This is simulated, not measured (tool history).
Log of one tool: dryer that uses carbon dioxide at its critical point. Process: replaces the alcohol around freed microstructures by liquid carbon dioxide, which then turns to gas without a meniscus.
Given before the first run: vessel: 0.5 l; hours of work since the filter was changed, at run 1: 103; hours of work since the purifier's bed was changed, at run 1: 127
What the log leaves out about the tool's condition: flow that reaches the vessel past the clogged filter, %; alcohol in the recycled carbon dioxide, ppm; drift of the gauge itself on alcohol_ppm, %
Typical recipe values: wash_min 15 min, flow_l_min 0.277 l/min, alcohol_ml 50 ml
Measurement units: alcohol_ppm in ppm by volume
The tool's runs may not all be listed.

| run | hour | wash_min | flow_l_min | alcohol_ml | hours of work since the filter was changed | hours of work since the purifier's bed was changed | alcohol_ppm |
|---|---|---|---|---|---|---|---|
| 1 | 0.0 | 15 | 0.277 | 50 | 103 | 127 | 136 |
| 2 | 8.2 | 15 | 0.277 | 50 | 108 | 132 | 136 |
| 3 | 18.6 | 15 | 0.277 | 50 | 115 | 139 | 138 |
| 4 | 27.4 | 15 | 0.277 | 25 | 121 | 145 | 94 |
| 5 | 41.4 | 15 | 0.222 | 50 | 130 | 154 | 437 |
| 6 | 51.3 | 15 | 0.222 | 50 | 137 | 161 | 454 |
| 7 | 62.3 | 15 | 0.171 | 50 | 144 | 168 | 1491 |
| 8 | 72.4 | 15 | 0.171 | 50 | 151 | 175 | 1500 |
| 9 | 84.9 | 15 | 0.188 | 50 | 159 | 183 | 990 |
| 10 | 103.6 | 15 | 0.188 | 50 | 171 | 195 | 1024 |
| 11 | 113.4 | 15 | 0.188 | 50 | 178 | 202 | 1014 |
| 12 | 128.0 | 15 | 0.237 | 50 | 187 | 211 | 343 |
| 13 | 141.0 | 15 | 0.237 | 50 | 196 | 220 | 350 |
| 14 | 156.5 | 15 | 0.174 | 50 | 206 | 230 | 1464 |
| 15 | 171.7 | 15 | 0.227 | 99 | 216 | 240 | 842 |
| 16 | 187.6 | 10 | 0.277 | 31 | 227 | 251 | 754 |
| 17 | 197.3 | 17 | 0.277 | 105 | 233 | 257 | 158 |
| 18 | 211.5 | 15 | 0.277 | 40 | 242 | 267 | 170 |
| 19 | 224.4 | 9 | 0.345 | 94 | 251 | 275 | 1293 |
| 20 | 236.6 | 16 | 0.193 | 26 | 259 | 283 | 422 |
| 21 | 250.2 | 11 | 0.300 | 46 | 268 | 292 | 514 |
| 22 | 265.0 | 18 | 0.266 | 57 | 278 | 302 | 120 |
| 23 | 273.4 | 21 | 0.242 | 98 | 283 | 307 | 140 |
| 24 | 288.3 | 15 | 0.341 | 33 | 293 | 317 | 96 |
| 25 | 298.7 | 17 | 0.410 | 37 | 300 | 324 | 96 |

3 ways to go on from here, each from the tool as it stands after run 25. What would each give?
| A | 307.3 | 15 | 0.277 | 55 | 306 | 330 | ? |
| B | 307.3 | 17 | 0.410 | 46 | 306 | 330 | ? |
| C | 307.3 | 23 | 0.277 | 58 | 306 | 330 | ? |

| run | alcohol_ppm |
|---|---|
| A | 229 |
| B | 86 |
| C | 87 |
Stripped of hidden state, with their random variation kept, the same runs would have yielded:
| run | alcohol_ppm |
|---|---|
| A | 105 |
| B | 3 |
| C | 4 |
